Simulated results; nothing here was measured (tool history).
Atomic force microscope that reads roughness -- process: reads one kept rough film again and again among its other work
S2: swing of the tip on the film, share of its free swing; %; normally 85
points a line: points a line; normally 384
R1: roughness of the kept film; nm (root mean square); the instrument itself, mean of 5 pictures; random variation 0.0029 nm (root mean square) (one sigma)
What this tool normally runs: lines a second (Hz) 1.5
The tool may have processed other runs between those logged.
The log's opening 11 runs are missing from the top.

At hour 181.7: new tip fitted.
Run 12, hour 191.5: usual settings. Result: R1 0.859 nm (root mean square).
Run 13, hour 204.7: usual settings. Result: R1 0.862 nm (root mean square).
Run 14, hour 219.9: usual settings but points a line 835. Result: R1 0.86 nm (root mean square).
Run 15, hour 230.2: usual settings but points a line 641. Result: R1 0.859 nm (root mean square).
Run 16, hour 250.1: usual settings but points a line 641. Result: R1 0.858 nm (root mean square).
Run 17, hour 274.5: usual settings but points a line 641. Result: R1 0.865 nm (root mean square).
Run 18, hour 294.7: usual settings but lines a second (Hz) 0.59. Result: R1 0.895 nm (root mean square).
Run 19, hour 311.1: usual settings but lines a second (Hz) 0.59, S2 64 %, points a line 808. Result: R1 0.918 nm (root mean square).
Run 20, hour 322.4: usual settings but lines a second (Hz) 0.59, S2 64 %, points a line 808. Result: R1 0.919 nm (root mean square).
Run 21, hour 336.2: usual settings but lines a second (Hz) 0.59, S2 64 %, points a line 808. Result: R1 0.922 nm (root mean square).
Run 22, hour 359: usual settings but lines a second (Hz) 0.59, S2 86 %, points a line 336. Result: R1 0.897 nm (root mean square).
At hour 369.7: new tip fitted.
Run 23, hour 377.4: usual settings but lines a second (Hz) 0.59, S2 86 %, points a line 336. Result: R1 0.9 nm (root mean square).
Run 24, hour 394.2: usual settings but lines a second (Hz) 0.75. Result: R1 0.886 nm (root mean square).
Run 25, hour 414.2: usual settings but lines a second (Hz) 3.04, S2 74 %. Result: R1 0.845 nm (root mean square).
Run 26, hour 435.9: usual settings but lines a second (Hz) 1.61, S2 58 %, points a line 294. Result: R1 0.911 nm (root mean square).

For run 27, what comes out?
Run 27, hour 448.6: usual settings but S2 83 %, points a line 658. Result: R1 ?.

R1: 0.868 nm (root mean square)
Without the tool's hidden state the same run would have given R1 0.869 nm (root mean square).

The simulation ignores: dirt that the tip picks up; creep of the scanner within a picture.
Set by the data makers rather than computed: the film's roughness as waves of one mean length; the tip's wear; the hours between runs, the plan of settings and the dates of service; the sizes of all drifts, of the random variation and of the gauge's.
